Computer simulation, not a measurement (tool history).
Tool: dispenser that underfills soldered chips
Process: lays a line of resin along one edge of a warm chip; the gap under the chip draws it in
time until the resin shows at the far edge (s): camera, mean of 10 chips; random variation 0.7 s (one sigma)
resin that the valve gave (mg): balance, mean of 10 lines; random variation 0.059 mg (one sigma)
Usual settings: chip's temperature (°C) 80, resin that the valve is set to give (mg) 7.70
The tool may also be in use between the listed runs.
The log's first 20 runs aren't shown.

| run | hour | chip's temperature (°C) | resin that the valve is set to give (mg) | hours of work since the syringe was changed | hours of work since the valve was cleaned | hours of work since the stage was calibrated | time until the resin shows at the far edge (s) | resin that the valve gave (mg) |
|---|---|---|---|---|---|---|---|---|
|  | 251.8 | new syringe of resin |
| 21 | 253.8 | 88 | 9.04 | 1 | 28 | 390 | 51.9 | 8.70 |
| 22 | 261.9 | 88 | 9.04 | 7 | 34 | 395 | 77.3 | 8.66 |
|  | 263.0 | new syringe of resin |
|  | 273.9 | new syringe of resin |
| 23 | 279.5 | 81 | 9.34 | 4 | 46 | 407 | 72.5 | 8.89 |
|  | 284.8 | new syringe of resin |
| 24 | 289.5 | 92 | 7.16 | 3 | 52 | 414 | 55.8 | 6.74 |
|  | 296.4 | new syringe of resin |
| 25 | 303.8 | 89 | 9.83 | 5 | 62 | 424 | 64.1 | 9.24 |
|  | 307.6 | new syringe of resin |
|  | 312.2 | dispensing valve cleaned and set on the balance |
| 26 | 317.5 | 89 | 9.83 | 6 | 4 | 433 | 69.6 | 9.70 |
|  | 319.9 | new syringe of resin |
|  | 330.6 | new syringe of resin |
| 27 | 330.6 | 95 | 7.12 | 0 | 13 | 442 | 40.2 | 7.02 |
|  | 341.3 | new syringe of resin |
| 28 | 341.3 | 95 | 7.12 | 0 | 20 | 449 | 39.3 | 6.93 |
|  | 352.9 | new syringe of resin |
| 29 | 354.3 | 72 | 7.60 | 1 | 29 | 458 | 78.6 | 7.35 |
|  | 364.6 | new syringe of resin |
| 30 | 366.8 | 72 | 7.60 | 2 | 37 | 466 | 83.2 | 7.33 |

3 ways to go on from here, each from the tool as it stands after run 30. What would each give?
|  | 375.5 | new syringe of resin |
| A | 379.8 | 89 | 6.90 | 3 | 46 | 475 | ? | ? |
|  | 375.5 | new syringe of resin |
| B | 379.8 | 93 | 7.70 | 3 | 46 | 475 | ? | ? |
|  | 375.5 | new syringe of resin |
| C | 379.8 | 86 | 7.47 | 3 | 46 | 475 | ? | ? |

| run | time until the resin shows at the far edge (s) | resin that the valve gave (mg) |
|---|---|---|
| A | 59.5 | 6.49 |
| B | 51.3 | 7.25 |
| C | 62.4 | 7.12 |
Without the tool's hidden state the same runs would have given:
| run | time until the resin shows at the far edge (s) | resin that the valve gave (mg) |
|---|---|---|
| A | 51.7 | 6.81 |
| B | 44.7 | 7.61 |
| C | 54.5 | 7.47 |

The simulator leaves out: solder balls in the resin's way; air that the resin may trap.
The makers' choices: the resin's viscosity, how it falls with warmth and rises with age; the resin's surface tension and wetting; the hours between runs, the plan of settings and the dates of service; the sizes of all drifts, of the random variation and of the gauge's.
